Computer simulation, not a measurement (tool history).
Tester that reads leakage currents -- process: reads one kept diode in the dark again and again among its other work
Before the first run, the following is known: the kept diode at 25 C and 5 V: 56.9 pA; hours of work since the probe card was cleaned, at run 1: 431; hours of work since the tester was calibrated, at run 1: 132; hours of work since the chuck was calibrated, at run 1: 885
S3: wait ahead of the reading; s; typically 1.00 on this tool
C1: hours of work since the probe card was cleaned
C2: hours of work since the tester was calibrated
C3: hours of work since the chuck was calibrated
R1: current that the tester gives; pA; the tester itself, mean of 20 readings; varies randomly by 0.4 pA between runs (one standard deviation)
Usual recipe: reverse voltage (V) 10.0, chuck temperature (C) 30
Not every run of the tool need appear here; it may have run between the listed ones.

Run 1, hour 0.0: usual settings; C1 431; C2 132; C3 885. Result: R1 132.95 pA.
Run 2, hour 30.8: usual settings; C1 452; C2 152; C3 906. Result: R1 132.73 pA.
Run 3, hour 61.4: usual settings; C1 472; C2 173; C3 926. Result: R1 131.66 pA.
Run 4, hour 106.4: usual settings; C1 502; C2 203; C3 956. Result: R1 131.81 pA.
Run 5, hour 140.7: usual settings but chuck temperature (C) 51; C1 525; C2 226; C3 979. Result: R1 699.75 pA.
Run 6, hour 195.6: usual settings; C1 562; C2 262; C3 1016. Result: R1 132.49 pA.
Run 7, hour 236.9: usual settings; C1 589; C2 290; C3 1043. Result: R1 132.11 pA.
Run 8, hour 290.5: usual settings but S3 4.71 s; C1 625; C2 326; C3 1079. Result: R1 129.92 pA.
Run 9, hour 341.3: usual settings; C1 659; C2 359; C3 1113. Result: R1 132.00 pA.
Run 10, hour 368.4: usual settings; C1 677; C2 378; C3 1131. Result: R1 132.57 pA.
Run 11, hour 425.0: usual settings; C1 715; C2 415; C3 1169. Result: R1 132.25 pA.
Run 12, hour 475.6: usual settings; C1 749; C2 449; C3 1202. Result: R1 132.58 pA.
Run 13, hour 538.4: usual settings but chuck temperature (C) 31; C1 791; C2 491; C3 1244. Result: R1 143.88 pA.
Run 14, hour 574.1: usual settings but reverse voltage (V) 5.3, chuck temperature (C) 49, S3 1.60 s; C1 814; C2 515; C3 1268. Result: R1 423.21 pA.
Run 15, hour 609.9: usual settings but reverse voltage (V) 5.3, chuck temperature (C) 58, S3 2.83 s; C1 838; C2 539; C3 1292. Result: R1 821.27 pA.
Run 16, hour 664.3: usual settings but reverse voltage (V) 1.9, chuck temperature (C) 42, S3 1.60 s; C1 875; C2 575; C3 1328. Result: R1 139.01 pA.
Run 17, hour 691.0: usual settings but reverse voltage (V) 1.9, chuck temperature (C) 42, S3 1.60 s; C1 892; C2 593; C3 1346. Result: R1 139.57 pA.
Run 18, hour 742.2: usual settings but reverse voltage (V) 3.1, chuck temperature (C) 50, S3 7.19 s; C1 927; C2 627; C3 1380. Result: R1 339.80 pA.
Run 19, hour 800.0: usual settings but reverse voltage (V) 3.1, chuck temperature (C) 50, S3 7.19 s; C1 965; C2 665; C3 1419. Result: R1 338.25 pA.
Run 20, hour 841.3: usual settings but reverse voltage (V) 1.2, S3 0.86 s; C1 993; C2 693; C3 1446. Result: R1 40.73 pA.
Run 21, hour 875.5: usual settings but reverse voltage (V) 1.2, S3 0.86 s; C1 1015; C2 716; C3 1469. Result: R1 40.50 pA.
Run 22, hour 921.2: usual settings but reverse voltage (V) 1.2, S3 0.86 s; C1 1046; C2 746; C3 1500. Result: R1 40.52 pA.
Run 23, hour 981.0: usual settings but reverse voltage (V) 1.2, chuck temperature (C) 29, S3 0.86 s; C1 1086; C2 786; C3 1540. Result: R1 37.25 pA.
Run 24, hour 1021.9: usual settings but reverse voltage (V) 1.7, chuck temperature (C) 29, S3 7.84 s; C1 1113; C2 814; C3 1567. Result: R1 44.87 pA.

Measured result minus the same run's result without the hidden state. Both carry the same run-to-run variation, though not necessarily the same gauge scatter:
The hidden state here: stray current of the dirty probe card, pA a volt; current scale over the true one, %; true chuck temperature over the reading, C; drift of the gauge itself on leakage_pa, %.
run     R1
  1  +0.08
  2  +0.08
  3  +0.09
  4  +0.10
  5  +0.30
  6  +0.11
  7  +0.10
  8  +0.12
  9  +0.12
 10  +0.12
 11  +0.13
 12  +0.14
 13  +0.15
 14  +0.28
 15  +0.50
 16  +0.10
 17  +0.11
 18  +0.24
 19  +0.25
 20  +0.04
 21  +0.04
 22  +0.05
 23  +0.04
 24  +0.06

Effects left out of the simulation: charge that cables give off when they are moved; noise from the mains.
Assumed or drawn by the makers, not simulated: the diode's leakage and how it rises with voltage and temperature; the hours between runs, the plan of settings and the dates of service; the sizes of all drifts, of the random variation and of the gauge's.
